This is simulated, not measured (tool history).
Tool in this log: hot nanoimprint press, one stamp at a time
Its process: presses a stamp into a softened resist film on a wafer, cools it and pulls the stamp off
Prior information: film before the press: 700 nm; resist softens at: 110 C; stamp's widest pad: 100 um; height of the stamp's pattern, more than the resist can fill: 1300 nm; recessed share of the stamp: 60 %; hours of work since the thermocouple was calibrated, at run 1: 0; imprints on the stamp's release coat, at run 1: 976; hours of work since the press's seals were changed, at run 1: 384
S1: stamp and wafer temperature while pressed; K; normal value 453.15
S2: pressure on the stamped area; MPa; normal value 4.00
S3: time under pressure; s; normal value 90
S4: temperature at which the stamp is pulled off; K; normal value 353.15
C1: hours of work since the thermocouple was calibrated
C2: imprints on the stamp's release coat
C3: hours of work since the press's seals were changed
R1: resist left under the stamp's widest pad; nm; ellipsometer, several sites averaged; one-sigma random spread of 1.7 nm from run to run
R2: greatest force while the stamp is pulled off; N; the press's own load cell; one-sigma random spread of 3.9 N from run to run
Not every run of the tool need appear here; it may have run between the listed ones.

run   hour      S1    S2   S3      S4   C1    C2   C3     R1   R2
  1    0.0  453.15  4.00   90  353.15    0   976  384  278.8  241
  2   35.7  453.15  4.00   90  353.15   24  1054  408  279.7  252
  3   77.6  453.15  4.00   90  353.15   53  1145  437  284.9  265
  4  108.1  453.15  4.00   90  353.15   74  1211  458  283.5  270
  5  139.7  453.15  4.00   90  353.15   96  1280  479  287.2  266
  6  158.5  453.15  4.00   90  353.15  108  1321  492  286.0  273
  7  186.1  453.15  4.00   90  353.15  127  1381  511  286.5  286
     197.8  -- press's hydraulic seals changed and the load cell set to zero
  8  225.4  453.15  4.00   90  353.15  149  1450   19  282.6  283
  9  261.4  453.15  4.00   80  353.15  173  1528   44  296.8  297
 10  288.2  453.15  4.00   80  353.15  192  1587   62  298.1  302
 11  328.6  453.15  4.00   80  353.15  219  1675   89  298.1  296
 12  355.3  453.15  4.00   80  353.15  237  1733  108  301.4  316
 13  380.2  453.15  4.00   90  353.15  254  1787  125  292.8  314
 14  421.9  453.15  4.00   90  353.15  283  1878  153  287.6  320
 15  443.2  453.15  2.50   90  353.15  298  1925  168  364.4  322
 16  470.2  453.15  2.50   90  353.15  316  1983  186  360.9  330
     478.1  -- stamp cleaned and given a new release coat
 17  503.0  453.15  2.46   52  361.15  334    54  205  439.0  189
     508.3  -- plate thermocouple calibrated
 18  535.3  453.15  2.46   52  361.15   18   118  225  446.2  188
 19  564.7  444.15  5.63   89  361.15   39   182  245  342.9  185
     599.3  -- plate thermocouple calibrated, once more
 20  599.3  444.15  5.63   69  361.15    0   251  266  354.1  184
 21  616.7  442.15  4.25   69  339.15   12   289  278  422.0  217
 22  652.1  461.15  4.38   90  353.15   36   366  302  213.3  205
 23  688.5  449.15  6.22   80  349.15   61   445  327  271.6  216
 24  721.3  445.15  5.01  156  339.15   83   517  350  270.8  230
 25  761.1  450.15  4.00   61  353.15  111   604  377  360.3  225
 26  782.0  461.15  4.13  122  359.15  125   649  391  194.1  229
 27  799.8  461.15  4.13  163  357.15  137   688  403  173.2  226
 28  826.4  452.15  4.00   63  353.15  155   746  422  338.3  242
 29  862.7  452.15  4.00   63  353.15  180   825  446  338.7  244

What if the next run were any one of these 5? Each begins from the tool's condition after run 29:
  A  883.2  452.15  3.33  173  353.15  194  870  460   ?   ?
  B  883.2  452.15  4.00   59  353.15  194  870  460   ?   ?
  C  883.2  452.15  4.00  142  353.15  194  870  460   ?   ?
  D  883.2  452.15  5.22   55  353.15  194  870  460   ?   ?
  E  883.2  453.15  5.17   87  339.15  194  870  460   ?   ?

run     R1   R2
  A  253.8  246
  B  348.0  243
  C  250.3  251
  D  316.4  254
  E  259.9  256
Without the tool's hidden state the same runs would have given:
run     R1   R2
  A  240.8  188
  B  331.0  186
  C  236.6  191
  D  298.3  194
  E  244.3  195

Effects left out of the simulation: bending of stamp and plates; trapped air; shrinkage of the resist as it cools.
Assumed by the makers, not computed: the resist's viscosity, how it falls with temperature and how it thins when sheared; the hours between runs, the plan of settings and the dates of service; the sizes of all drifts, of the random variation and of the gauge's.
